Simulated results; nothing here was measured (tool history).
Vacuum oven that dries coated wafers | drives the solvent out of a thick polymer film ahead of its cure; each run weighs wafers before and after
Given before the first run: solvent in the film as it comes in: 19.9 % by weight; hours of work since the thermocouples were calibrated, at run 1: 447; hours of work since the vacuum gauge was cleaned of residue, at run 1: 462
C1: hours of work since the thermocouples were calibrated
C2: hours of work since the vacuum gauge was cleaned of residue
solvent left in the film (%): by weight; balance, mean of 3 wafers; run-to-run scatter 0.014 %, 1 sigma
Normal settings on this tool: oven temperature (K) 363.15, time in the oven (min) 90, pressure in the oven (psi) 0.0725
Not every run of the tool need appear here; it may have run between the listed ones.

Run 1, hour 0: usual settings; C1 447; C2 462. Result: solvent left in the film (%) 1.5.
Run 2, hour 35.3: usual settings; C1 473; C2 488. Result: solvent left in the film (%) 1.5.
Run 3, hour 70.7: usual settings but oven temperature (K) 349.15; C1 498; C2 514. Result: solvent left in the film (%) 4.24.
Run 4, hour 96.9: usual settings but oven temperature (K) 351.15; C1 518; C2 533. Result: solvent left in the film (%) 3.75.
Run 5, hour 136.2: usual settings but oven temperature (K) 351.15; C1 546; C2 561. Result: solvent left in the film (%) 3.74.
Run 6, hour 169.9: usual settings but oven temperature (K) 351.15; C1 571; C2 586. Result: solvent left in the film (%) 3.72.
Run 7, hour 197: usual settings but oven temperature (K) 351.15; C1 590; C2 605. Result: solvent left in the film (%) 3.7.
Run 8, hour 221.4: usual settings but pressure in the oven (psi) 0.0614; C1 608; C2 623. Result: solvent left in the film (%) 1.43.
Run 9, hour 251.3: usual settings but pressure in the oven (psi) 0.0614; C1 630; C2 645. Result: solvent left in the film (%) 1.46.
Run 10, hour 287: usual settings but pressure in the oven (psi) 0.0614; C1 656; C2 671. Result: solvent left in the film (%) 1.45.
Run 11, hour 319.1: usual settings but pressure in the oven (psi) 0.0614; C1 679; C2 694. Result: solvent left in the film (%) 1.46.
Run 12, hour 343.9: usual settings but pressure in the oven (psi) 0.0614; C1 697; C2 712. Result: solvent left in the film (%) 1.44.
Run 13, hour 364.3: usual settings but time in the oven (min) 92, pressure in the oven (psi) 0.0614; C1 712; C2 727. Result: solvent left in the film (%) 1.37.
Run 14, hour 407.5: usual settings but time in the oven (min) 92, pressure in the oven (psi) 0.0614; C1 743; C2 758. Result: solvent left in the film (%) 1.39.
Run 15, hour 443.3: usual settings but time in the oven (min) 92, pressure in the oven (psi) 0.0614; C1 769; C2 784. Result: solvent left in the film (%) 1.39.
Run 16, hour 473.9: usual settings but time in the oven (min) 92, pressure in the oven (psi) 0.0614; C1 791; C2 807. Result: solvent left in the film (%) 1.37.
Run 17, hour 512.9: usual settings but time in the oven (min) 92, pressure in the oven (psi) 0.0614; C1 820; C2 835. Result: solvent left in the film (%) 1.38.
Run 18, hour 549.7: usual settings but time in the oven (min) 92, pressure in the oven (psi) 0.0614; C1 847; C2 862. Result: solvent left in the film (%) 1.38.
Run 19, hour 571: usual settings but time in the oven (min) 92, pressure in the oven (psi) 0.0614; C1 862; C2 877. Result: solvent left in the film (%) 1.38.
Run 20, hour 589.3: usual settings but time in the oven (min) 92, pressure in the oven (psi) 0.0614; C1 875; C2 890. Result: solvent left in the film (%) 1.36.
Run 21, hour 611.3: usual settings but time in the oven (min) 92, pressure in the oven (psi) 0.0614; C1 891; C2 906. Result: solvent left in the film (%) 1.36.
Run 22, hour 635.2: usual settings but time in the oven (min) 92, pressure in the oven (psi) 0.0614; C1 909; C2 924. Result: solvent left in the film (%) 1.38.
Run 23, hour 677.8: usual settings but time in the oven (min) 92, pressure in the oven (psi) 0.0614; C1 940; C2 955. Result: solvent left in the film (%) 1.39.
Run 24, hour 705.1: usual settings but oven temperature (K) 374.15; C1 959; C2 975. Result: solvent left in the film (%) 0.52.
Run 25, hour 730.7: usual settings but oven temperature (K) 374.15; C1 978; C2 993. Result: solvent left in the film (%) 0.54.
Run 26, hour 750.1: usual settings but pressure in the oven (psi) 0.2238; C1 992; C2 1007. Result: solvent left in the film (%) 1.92.
Run 27, hour 769.1: usual settings but pressure in the oven (psi) 0.2238; C1 1006; C2 1021. Result: solvent left in the film (%) 1.93.
Run 28, hour 794.9: usual settings but oven temperature (K) 376.15, time in the oven (min) 134, pressure in the oven (psi) 0.0901; C1 1025; C2 1040. Result: solvent left in the film (%) 0.33.
Run 29, hour 821.6: usual settings but oven temperature (K) 376.15, time in the oven (min) 134, pressure in the oven (psi) 0.0901; C1 1044; C2 1059. Result: solvent left in the film (%) 0.34.
Run 30, hour 843.3: usual settings but oven temperature (K) 376.15, time in the oven (min) 52, pressure in the oven (psi) 0.2075; C1 1060; C2 1075. Result: solvent left in the film (%) 1.67.
Run 31, hour 884.7: usual settings but pressure in the oven (psi) 0.2016; C1 1090; C2 1105. Result: solvent left in the film (%) 1.85.
Run 32, hour 905: usual settings but oven temperature (K) 373.15, time in the oven (min) 50; C1 1105; C2 1120. Result: solvent left in the film (%) 1.96.
Run 33, hour 925.2: usual settings but oven temperature (K) 367.15, time in the oven (min) 93, pressure in the oven (psi) 0.0805; C1 1119; C2 1135. Result: solvent left in the film (%) 0.97.
Run 34, hour 947.1: usual settings but oven temperature (K) 367.15, time in the oven (min) 93, pressure in the oven (psi) 0.0805; C1 1135; C2 1150. Result: solvent left in the film (%) 0.99.
Run 35, hour 984.3: usual settings but oven temperature (K) 352.15, time in the oven (min) 56, pressure in the oven (psi) 0.0389; C1 1162; C2 1178. Result: solvent left in the film (%) 5.81.
Run 36, hour 1006.9: usual settings but oven temperature (K) 352.15, time in the oven (min) 51, pressure in the oven (psi) 0.0367; C1 1179; C2 1194. Result: solvent left in the film (%) 6.31.
Run 37, hour 1025.5: usual settings but oven temperature (K) 352.15, time in the oven (min) 63, pressure in the oven (psi) 0.0701; C1 1192; C2 1208. Result: solvent left in the film (%) 5.23.
Run 38, hour 1055.6: usual settings but oven temperature (K) 353.15, time in the oven (min) 52; C1 1214; C2 1229. Result: solvent left in the film (%) 6.09.
Run 39, hour 1092.4: usual settings but oven temperature (K) 361.15, time in the oven (min) 140; C1 1241; C2 1256. Result: solvent left in the film (%) 0.82.
Run 40, hour 1115.9: usual settings but oven temperature (K) 361.15, time in the oven (min) 71, pressure in the oven (psi) 0.0429; C1 1258; C2 1273. Result: solvent left in the film (%) 2.49.
Run 41, hour 1136.7: usual settings but oven temperature (K) 356.15, time in the oven (min) 64, pressure in the oven (psi) 0.0389; C1 1273; C2 1288. Result: solvent left in the film (%) 4.04.
Run 42, hour 1166.3: usual settings but oven temperature (K) 374.15, time in the oven (min) 93, pressure in the oven (psi) 0.0841; C1 1295; C2 1310. Result: solvent left in the film (%) 0.56.
Run 43, hour 1201.4: usual settings but oven temperature (K) 374.15, time in the oven (min) 93, pressure in the oven (psi) 0.0841; C1 1320; C2 1335. Result: solvent left in the film (%) 0.54.
Run 44, hour 1240.7: usual settings but oven temperature (K) 360.15, time in the oven (min) 96, pressure in the oven (psi) 0.0793; C1 1349; C2 1364. Result: solvent left in the film (%) 1.69.
Run 45, hour 1262: usual settings but oven temperature (K) 356.15; C1 1364; C2 1379. Result: solvent left in the film (%) 2.54.
Run 46, hour 1288.3: usual settings but oven temperature (K) 356.15; C1 1383; C2 1398. Result: solvent left in the film (%) 2.55.
Run 47, hour 1309.8: usual settings but oven temperature (K) 356.15; C1 1399; C2 1414. Result: solvent left in the film (%) 2.53.

For each run, the measured value with the value that run would have given without the tool's hidden condition subtracted. The run-to-run variation is shared by both, the gauge scatter possibly not:
The hidden state here: true wafer temperature over the reading, C; true pressure over the reading, kPa; drift of the gauge itself on solvent_pct, %.
run  solvent left in the film (%)
  1                            +0
  2                         +0.01
  3                         -0.03
  4                         -0.04
  5                         -0.03
  6                         -0.04
  7                         -0.04
  8                         -0.01
  9                            +0
 10                         -0.01
 11                            +0
 12                         -0.01
 13                            +0
 14                            +0
 15                            +0
 16                         -0.01
 17                            +0
 18                         -0.01
 19                         -0.01
 20                         -0.01
 21                         -0.01
 22                         -0.01
 23                         -0.01
 24                         +0.05
 25                         +0.05
 26                         -0.05
 27                         -0.04
 28                         +0.11
 29                         +0.11
 30                         -0.11
 31                         -0.05
 32                         -0.14
 33                         +0.03
 34                         +0.02
 35                         -0.24
 36                         -0.25
 37                         -0.24
 38                         -0.27
 39                         +0.13
 40                         -0.15
 41                         -0.24
 42                         +0.07
 43                         +0.08
 44                         -0.04
 45                         -0.12
 46                         -0.13
 47                         -0.12

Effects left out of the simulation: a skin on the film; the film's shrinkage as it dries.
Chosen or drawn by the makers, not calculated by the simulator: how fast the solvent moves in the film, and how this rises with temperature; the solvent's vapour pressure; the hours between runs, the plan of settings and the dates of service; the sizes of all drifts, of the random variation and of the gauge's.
